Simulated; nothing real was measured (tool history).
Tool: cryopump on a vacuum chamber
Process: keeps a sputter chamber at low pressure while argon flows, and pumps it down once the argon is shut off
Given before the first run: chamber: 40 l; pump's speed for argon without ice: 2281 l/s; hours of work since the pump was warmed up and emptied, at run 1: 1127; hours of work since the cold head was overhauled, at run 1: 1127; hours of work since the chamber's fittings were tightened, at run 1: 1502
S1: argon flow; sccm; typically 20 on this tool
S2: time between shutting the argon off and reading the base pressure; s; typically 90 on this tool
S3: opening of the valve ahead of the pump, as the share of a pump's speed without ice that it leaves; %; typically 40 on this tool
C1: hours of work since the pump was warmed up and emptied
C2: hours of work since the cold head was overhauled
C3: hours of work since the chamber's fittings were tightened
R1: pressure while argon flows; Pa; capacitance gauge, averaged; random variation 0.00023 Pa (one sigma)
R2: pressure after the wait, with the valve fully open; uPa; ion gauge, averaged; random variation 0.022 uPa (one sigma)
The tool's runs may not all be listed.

run,hour,S1,S2,S3,C1,C2,C3,R1,R2
1,0.0,20,90,40,1127,1127,1502,0.0398,1.55
2,53.1,23,90,40,1161,1161,1537,0.0452,1.54
# hour 62.5: pump warmed up, emptied and cooled again
3,98.0,23,41,40,23,1187,1562,0.0429,2.00
4,152.4,20,90,40,58,1222,1597,0.0371,1.44
5,180.7,20,90,40,76,1240,1615,0.0377,1.44
6,208.0,20,90,40,94,1258,1633,0.0377,1.47
7,235.9,20,90,40,112,1275,1651,0.0374,1.47
8,285.2,20,90,40,143,1307,1683,0.0374,1.50
9,321.6,8,90,40,167,1331,1706,0.0151,1.51
10,361.4,8,237,40,192,1356,1732,0.0148,1.23
11,413.3,8,237,40,226,1390,1765,0.0151,1.27
12,456.9,20,90,40,254,1418,1793,0.0377,1.56
13,487.0,20,90,56,273,1437,1813,0.0270,1.63
14,519.9,19,90,56,295,1458,1834,0.0260,1.59
15,547.0,19,90,56,312,1476,1851,0.0258,1.64
16,597.4,19,90,56,344,1508,1884,0.0262,1.65
17,625.1,12,90,56,362,1526,1902,0.0163,1.69
18,673.8,23,110,45,394,1557,1933,0.0391,1.61
19,721.4,23,110,45,424,1588,1964,0.0389,1.64
# hour 773.8: leaking fittings of the chamber tightened, without venting
20,774.6,15,110,45,457,1621,0,0.0258,0.58
21,834.3,15,110,45,496,1659,39,0.0257,0.61
22,893.0,15,110,45,533,1697,77,0.0254,0.61
23,928.8,30,44,24,557,1720,100,0.0947,1.25
24,981.7,30,34,30,591,1754,134,0.0766,1.51
25,1033.6,27,43,22,624,1788,167,0.0925,1.33
26,1082.8,21,90,22,656,1819,199,0.0724,0.78
27,1117.7,21,90,50,678,1842,221,0.0327,0.75
28,1156.7,21,90,50,703,1867,247,0.0329,0.78
29,1187.0,21,90,50,723,1887,266,0.0331,0.80
30,1247.7,21,90,50,762,1926,305,0.0330,0.80
31,1296.7,16,90,19,793,1957,337,0.0645,0.84

3 ways to go on from here, each from the tool as it stands after run 31. What would each give?
A,1332.3,16,90,17,816,1980,360,?,?
B,1332.3,24,264,25,816,1980,360,?,?
C,1332.3,38,26,19,816,1980,360,?,?

run,R1,R2
A,0.0712,0.85
B,0.0738,0.51
C,0.1520,2.06
Stripped of hidden state, with their random variation kept, the same runs would have yielded:
run,R1,R2
A,0.0697,0.62
B,0.0715,0.28
C,0.1483,1.83
